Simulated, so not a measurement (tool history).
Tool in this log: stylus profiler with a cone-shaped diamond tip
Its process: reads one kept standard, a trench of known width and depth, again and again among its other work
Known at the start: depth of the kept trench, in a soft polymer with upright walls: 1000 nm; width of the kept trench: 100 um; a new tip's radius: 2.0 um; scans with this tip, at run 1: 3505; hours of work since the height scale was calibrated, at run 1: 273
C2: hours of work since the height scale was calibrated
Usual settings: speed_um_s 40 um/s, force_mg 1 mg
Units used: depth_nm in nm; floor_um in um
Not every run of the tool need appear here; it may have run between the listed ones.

run 1 hour=0 | speed_um_s=40 force_mg=1 | scans_with_this_tip=3505 C2=273 | depth_nm=1003.18 floor_um=95.81
run 2 hour=17 | speed_um_s=40 force_mg=1.01 | scans_with_this_tip=3606 C2=281 | depth_nm=1003.72 floor_um=95.85
run 3 hour=32.4 | speed_um_s=40 force_mg=1.01 | scans_with_this_tip=3697 C2=288 | depth_nm=1003.16 floor_um=95.86
run 4 hour=45.7 | speed_um_s=134 force_mg=1.01 | scans_with_this_tip=3777 C2=294 | depth_nm=1003.41 floor_um=94.92
run 5 hour=66.6 | speed_um_s=134 force_mg=2.75 | scans_with_this_tip=3900 C2=304 | depth_nm=1007.98 floor_um=95.41
run 6 hour=86.2 | speed_um_s=134 force_mg=2.75 | scans_with_this_tip=4017 C2=313 | depth_nm=1008.06 floor_um=95.43
run 7 hour=95.7 | speed_um_s=44 force_mg=2.4 | scans_with_this_tip=4074 C2=317 | depth_nm=1006.84 floor_um=95.91
run 8 hour=114.6 | speed_um_s=44 force_mg=2.4 | scans_with_this_tip=4185 C2=326 | depth_nm=1006.71 floor_um=95.9

Estimate the outcome of run 9 from the log above:
run 9 hour=130.2 | speed_um_s=45 force_mg=1 | scans_with_this_tip=4278 C2=333 | depth_nm=? floor_um=?

depth_nm: 1003.14 nm
floor_um: 95.76 um
Without the tool's hidden state the same run would have given depth_nm 1004.65 nm, floor_um 96.12 um.

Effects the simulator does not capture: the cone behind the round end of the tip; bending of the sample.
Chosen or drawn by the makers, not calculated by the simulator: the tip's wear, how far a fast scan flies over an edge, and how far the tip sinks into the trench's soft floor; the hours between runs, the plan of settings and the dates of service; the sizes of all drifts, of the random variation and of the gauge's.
